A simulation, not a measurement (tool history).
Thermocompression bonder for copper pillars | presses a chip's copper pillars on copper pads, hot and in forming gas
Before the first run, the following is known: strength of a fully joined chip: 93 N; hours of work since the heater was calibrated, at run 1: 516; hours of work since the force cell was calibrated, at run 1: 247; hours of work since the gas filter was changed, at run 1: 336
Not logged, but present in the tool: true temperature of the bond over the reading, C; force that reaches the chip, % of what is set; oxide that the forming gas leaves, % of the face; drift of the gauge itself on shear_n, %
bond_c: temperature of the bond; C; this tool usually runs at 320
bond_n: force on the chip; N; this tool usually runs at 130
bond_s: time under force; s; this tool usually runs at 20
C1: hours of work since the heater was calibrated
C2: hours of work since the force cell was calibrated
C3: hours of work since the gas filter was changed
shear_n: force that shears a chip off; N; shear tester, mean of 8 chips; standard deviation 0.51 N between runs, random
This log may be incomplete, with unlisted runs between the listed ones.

Run 1, hour 0: usual settings; C1 516; C2 247; C3 336. Result: shear_n 38.1 N.
Run 2, hour 19.3: usual settings; C1 530; C2 261; C3 350. Result: shear_n 38.3 N.
Run 3, hour 41.6: usual settings but bond_n 162 N; C1 546; C2 277; C3 366. Result: shear_n 44.9 N.
Run 4, hour 51.3: usual settings but bond_n 162 N; C1 553; C2 284; C3 373. Result: shear_n 45.7 N.
Run 5, hour 61.3: usual settings but bond_n 162 N; C1 560; C2 292; C3 381. Result: shear_n 44.9 N.
Run 6, hour 73.4: usual settings but bond_n 162 N; C1 569; C2 300; C3 389. Result: shear_n 44.9 N.
Run 7, hour 87.2: usual settings but bond_s 12 s; C1 579; C2 310; C3 399. Result: shear_n 31.9 N.
Run 8, hour 102: usual settings but bond_s 12 s; C1 589; C2 321; C3 410. Result: shear_n 31.4 N.
At hour 105.2: heater calibrated with a thermocouple chip.
Run 9, hour 116.6: usual settings but bond_n 160 N; C1 8; C2 330; C3 419. Result: shear_n 46.6 N.
Run 10, hour 136.1: usual settings but bond_c 293 C, bond_n 97 N, bond_s 31 s; C1 22; C2 344; C3 433. Result: shear_n 28.6 N.
At hour 149.3: heater calibrated with a thermocouple chip, once more.
Run 11, hour 152.6: usual settings but bond_c 322 C, bond_n 112 N, bond_s 16 s; C1 2; C2 355; C3 444. Result: shear_n 27.8 N.
At hour 164.3: forming gas filter changed.
Run 12, hour 175.9: usual settings but bond_c 322 C, bond_n 112 N, bond_s 16 s; C1 19; C2 371; C3 8. Result: shear_n 29.4 N.
Run 13, hour 193.4: usual settings but bond_n 153 N; C1 31; C2 384; C3 21. Result: shear_n 43.6 N.

Consider 4 possible next runs. They are alternatives, not a sequence: every one starts from the tool as it was left by run 13. What does each give?
Run A, hour 203.1: usual settings but bond_c 319 C, bond_n 183 N, bond_s 48 s; C1 38; C2 391; C3 28. Result: shear_n ?.
Run B, hour 203.1: usual settings but bond_n 151 N, bond_s 13 s; C1 38; C2 391; C3 28. Result: shear_n ?.
Run C, hour 203.1: usual settings but bond_c 314 C, bond_n 153 N, bond_s 35 s; C1 38; C2 391; C3 28. Result: shear_n ?.
Run D, hour 203.1: usual settings but bond_c 301 C, bond_n 153 N; C1 38; C2 391; C3 28. Result: shear_n ?.

run  shear_n
  A     64.3
  B     35.4
  C     49.8
  D       37
Take away the tool's hidden state, keep each run's random variation, and the runs would have read:
run  shear_n
  A     66.1
  B     36.9
  C     51.5
  D     38.5
